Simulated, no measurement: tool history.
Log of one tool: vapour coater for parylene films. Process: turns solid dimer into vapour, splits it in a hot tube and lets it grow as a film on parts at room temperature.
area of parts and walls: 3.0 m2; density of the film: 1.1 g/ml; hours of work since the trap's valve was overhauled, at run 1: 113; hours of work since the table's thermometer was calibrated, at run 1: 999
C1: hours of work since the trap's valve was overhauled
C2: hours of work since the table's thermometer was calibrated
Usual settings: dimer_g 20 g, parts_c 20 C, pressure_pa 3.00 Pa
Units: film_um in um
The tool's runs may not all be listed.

{"run": 1, "day": 0.0, "dimer_g": 20, "parts_c": 20, "pressure_pa": 3.0, "C1": 113, "C2": 999, "film_um": 2.91}
{"run": 2, "day": 1.058, "dimer_g": 20, "parts_c": 20, "pressure_pa": 4.28, "C1": 130, "C2": 1016, "film_um": 2.84}
{"run": 3, "day": 1.875, "dimer_g": 20, "parts_c": 20, "pressure_pa": 3.0, "C1": 144, "C2": 1030, "film_um": 2.9}
{"run": 4, "day": 3.375, "dimer_g": 20, "parts_c": 20, "pressure_pa": 3.0, "C1": 168, "C2": 1054, "film_um": 2.93}
{"run": 5, "day": 4.596, "dimer_g": 20, "parts_c": 15, "pressure_pa": 3.0, "C1": 188, "C2": 1074, "film_um": 3.2}
{"run": 6, "day": 5.733, "dimer_g": 20, "parts_c": 20, "pressure_pa": 3.0, "C1": 207, "C2": 1093, "film_um": 2.81}
{"run": 7, "day": 6.758, "dimer_g": 20, "parts_c": 20, "pressure_pa": 3.0, "C1": 224, "C2": 1110, "film_um": 2.78}
{"run": 8, "day": 7.938, "dimer_g": 20, "parts_c": 20, "pressure_pa": 3.0, "C1": 243, "C2": 1129, "film_um": 2.75}
{"day": 8.133, "done": "table's thermometer calibrated"}
{"run": 9, "day": 8.812, "dimer_g": 20, "parts_c": 20, "pressure_pa": 3.0, "C1": 257, "C2": 11, "film_um": 2.71}
{"day": 9.788, "done": "trap's valve overhauled"}
{"run": 10, "day": 10.492, "dimer_g": 20, "parts_c": 20, "pressure_pa": 3.0, "C1": 12, "C2": 36, "film_um": 2.99}
{"run": 11, "day": 11.329, "dimer_g": 20, "parts_c": 20, "pressure_pa": 3.0, "C1": 25, "C2": 50, "film_um": 3.08}
{"run": 12, "day": 12.692, "dimer_g": 20, "parts_c": 21, "pressure_pa": 3.44, "C1": 48, "C2": 72, "film_um": 2.86}
{"run": 13, "day": 14.029, "dimer_g": 20, "parts_c": 14, "pressure_pa": 2.53, "C1": 70, "C2": 94, "film_um": 3.45}
{"day": 15.588, "done": "table's thermometer calibrated, once more"}
{"run": 14, "day": 15.712, "dimer_g": 19, "parts_c": 30, "pressure_pa": 4.96, "C1": 97, "C2": 2, "film_um": 2.16}
{"run": 15, "day": 17.608, "dimer_g": 20, "parts_c": 20, "pressure_pa": 2.57, "C1": 128, "C2": 33, "film_um": 3.04}
{"run": 16, "day": 19.017, "dimer_g": 20, "parts_c": 20, "pressure_pa": 2.57, "C1": 151, "C2": 56, "film_um": 2.97}
{"run": 17, "day": 20.5, "dimer_g": 20, "parts_c": 20, "pressure_pa": 2.57, "C1": 175, "C2": 81, "film_um": 2.93}
{"run": 18, "day": 22.067, "dimer_g": 20, "parts_c": 20, "pressure_pa": 2.57, "C1": 201, "C2": 106, "film_um": 2.88}
{"run": 19, "day": 23.525, "dimer_g": 10, "parts_c": 20, "pressure_pa": 10.61, "C1": 225, "C2": 130, "film_um": 1.28}
{"run": 20, "day": 24.938, "dimer_g": 20, "parts_c": 12, "pressure_pa": 3.0, "C1": 248, "C2": 153, "film_um": 3.42}

Forecast each of these 5 alternatives for the next run:
{"day": 26.454, "done": "trap's valve overhauled"}
{"run": "A", "day": 26.988, "dimer_g": 20, "parts_c": 12, "pressure_pa": 3.48, "C1": 9, "C2": 184, "film_um": "?"}
{"day": 26.454, "done": "trap's valve overhauled"}
{"run": "B", "day": 26.988, "dimer_g": 11, "parts_c": 24, "pressure_pa": 5.86, "C1": 9, "C2": 184, "film_um": "?"}
{"day": 26.454, "done": "trap's valve overhauled"}
{"run": "C", "day": 26.988, "dimer_g": 36, "parts_c": 20, "pressure_pa": 6.64, "C1": 9, "C2": 184, "film_um": "?"}
{"day": 26.454, "done": "trap's valve overhauled"}
{"run": "D", "day": 26.988, "dimer_g": 20, "parts_c": 20, "pressure_pa": 3.27, "C1": 9, "C2": 184, "film_um": "?"}
{"day": 26.454, "done": "trap's valve overhauled"}
{"run": "E", "day": 26.988, "dimer_g": 20, "parts_c": 12, "pressure_pa": 5.57, "C1": 9, "C2": 184, "film_um": "?"}

run=A film_um=3.82
run=B film_um=1.49
run=C film_um=5.39
run=D film_um=3.18
run=E film_um=3.65
Without the tool's hidden state the same runs would have given:
run=A film_um=3.85
run=B film_um=1.50
run=C film_um=5.44
run=D film_um=3.21
run=E film_um=3.68
